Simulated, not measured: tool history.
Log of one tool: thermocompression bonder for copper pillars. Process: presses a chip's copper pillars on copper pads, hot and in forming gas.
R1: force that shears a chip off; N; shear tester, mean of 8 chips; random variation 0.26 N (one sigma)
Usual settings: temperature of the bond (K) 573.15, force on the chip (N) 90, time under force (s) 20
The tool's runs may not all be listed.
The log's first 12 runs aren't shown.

run 13 hour=145.1 | temperature_of_the_bond_(K)=573.15 force_on_the_chip_(N)=93 time_under_force_(s)=20 | R1=87.8
run 14 hour=160.5 | temperature_of_the_bond_(K)=573.15 force_on_the_chip_(N)=93 time_under_force_(s)=20 | R1=87.0
run 15 hour=172.8 | temperature_of_the_bond_(K)=549.15 force_on_the_chip_(N)=93 time_under_force_(s)=20 | R1=71.4
run 16 hour=189.9 | temperature_of_the_bond_(K)=549.15 force_on_the_chip_(N)=93 time_under_force_(s)=20 | R1=71.9
run 17 hour=202.9 | temperature_of_the_bond_(K)=573.15 force_on_the_chip_(N)=90 time_under_force_(s)=20 | R1=84.8
-- hour=208.1 heater calibrated with a thermocouple chip
run 18 hour=213.5 | temperature_of_the_bond_(K)=557.15 force_on_the_chip_(N)=127 time_under_force_(s)=39 | R1=104.0
run 19 hour=229.6 | temperature_of_the_bond_(K)=557.15 force_on_the_chip_(N)=103 time_under_force_(s)=18 | R1=73.7
run 20 hour=244.7 | temperature_of_the_bond_(K)=557.15 force_on_the_chip_(N)=100 time_under_force_(s)=42 | R1=92.5
run 21 hour=260.3 | temperature_of_the_bond_(K)=557.15 force_on_the_chip_(N)=100 time_under_force_(s)=42 | R1=92.2
run 22 hour=275.1 | temperature_of_the_bond_(K)=557.15 force_on_the_chip_(N)=100 time_under_force_(s)=42 | R1=91.5
run 23 hour=289.5 | temperature_of_the_bond_(K)=573.15 force_on_the_chip_(N)=90 time_under_force_(s)=35 | R1=91.5
-- hour=292.6 forming gas filter changed
run 24 hour=297.2 | temperature_of_the_bond_(K)=568.15 force_on_the_chip_(N)=108 time_under_force_(s)=19 | R1=87.2
-- hour=299.6 force cell calibrated
run 25 hour=307.9 | temperature_of_the_bond_(K)=568.15 force_on_the_chip_(N)=108 time_under_force_(s)=19 | R1=86.1
run 26 hour=323.6 | temperature_of_the_bond_(K)=568.15 force_on_the_chip_(N)=108 time_under_force_(s)=19 | R1=86.3
run 27 hour=339.0 | temperature_of_the_bond_(K)=596.15 force_on_the_chip_(N)=69 time_under_force_(s)=19 | R1=76.8
run 28 hour=347.4 | temperature_of_the_bond_(K)=573.15 force_on_the_chip_(N)=97 time_under_force_(s)=18 | R1=81.7
run 29 hour=362.2 | temperature_of_the_bond_(K)=549.15 force_on_the_chip_(N)=90 time_under_force_(s)=11 | R1=51.5
run 30 hour=378.8 | temperature_of_the_bond_(K)=549.15 force_on_the_chip_(N)=90 time_under_force_(s)=11 | R1=51.4
run 31 hour=389.9 | temperature_of_the_bond_(K)=583.15 force_on_the_chip_(N)=133 time_under_force_(s)=10 | R1=91.4
run 32 hour=399.4 | temperature_of_the_bond_(K)=583.15 force_on_the_chip_(N)=133 time_under_force_(s)=10 | R1=91.7
-- hour=402.4 force cell calibrated, once more
run 33 hour=414.1 | temperature_of_the_bond_(K)=592.15 force_on_the_chip_(N)=63 time_under_force_(s)=28 | R1=79.7
run 34 hour=428.7 | temperature_of_the_bond_(K)=593.15 force_on_the_chip_(N)=117 time_under_force_(s)=48 | R1=122.9

3 ways to go on from here, each from the tool as it stands after run 34. What would each give?
run A hour=440.0 | temperature_of_the_bond_(K)=584.15 force_on_the_chip_(N)=81 time_under_force_(s)=48 | R1=?
run B hour=440.0 | temperature_of_the_bond_(K)=549.15 force_on_the_chip_(N)=88 time_under_force_(s)=27 | R1=?
run C hour=440.0 | temperature_of_the_bond_(K)=572.15 force_on_the_chip_(N)=85 time_under_force_(s)=60 | R1=?

run=A R1=101.5
run=B R1=71.2
run=C R1=103.0
Without the tool's hidden state the same runs would have given:
run=A R1=103.4
run=B R1=72.3
run=C R1=104.9
